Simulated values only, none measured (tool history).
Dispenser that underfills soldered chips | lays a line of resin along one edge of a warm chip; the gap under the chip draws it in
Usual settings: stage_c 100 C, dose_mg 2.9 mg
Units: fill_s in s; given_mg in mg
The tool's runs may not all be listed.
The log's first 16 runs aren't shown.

run,day,stage_c,dose_mg,fill_s,given_mg
# day 2.496: new syringe of resin
17,2.512,100,2.9,48.1,2.9
18,2.604,100,2.9,52.5,2.9
19,2.758,104,2.9,52.5,2.886
20,2.846,109,3.07,49.9,3.059
# day 2.942: new syringe of resin
21,3.012,109,3.07,37.7,3.051
22,3.2,100,3,59.8,2.977
23,3.292,88,3.1,94.3,3.08
# day 3.392: new syringe of resin
24,3.45,88,3.1,71.3,3.071
25,3.617,112,3.1,38.9,3.064
26,3.729,112,3.05,43.7,3.011
# day 3.833: new syringe of resin
27,3.879,112,2.89,34.4,2.86
28,4.067,105,3.26,49.8,3.217
29,4.167,92,2.86,81.4,2.807
# day 4.279: new syringe of resin
30,4.279,92,2.86,61.6,2.812
31,4.404,100,3.63,51.5,3.562
32,4.562,102,2.9,58.6,2.84
33,4.704,102,2.9,66.5,2.84
# day 4.729: new syringe of resin
34,4.833,107,2.68,43.6,2.626
# day 4.938: dispensing valve cleaned and set on the balance
35,4.988,107,2.68,48.3,2.682

3 ways to go on from here, each from the tool as it stands after run 35. What would each give?
A,5.121,107,3.54,?,?
B,5.121,102,3.37,?,?
C,5.121,113,3.59,?,?

run,fill_s,given_mg
A,50.7,3.536
B,60.4,3.363
C,41.5,3.59
Without the tool's hidden state the same runs would have given:
run,fill_s,given_mg
A,35.6,3.54
B,42.5,3.366
C,29.1,3.594
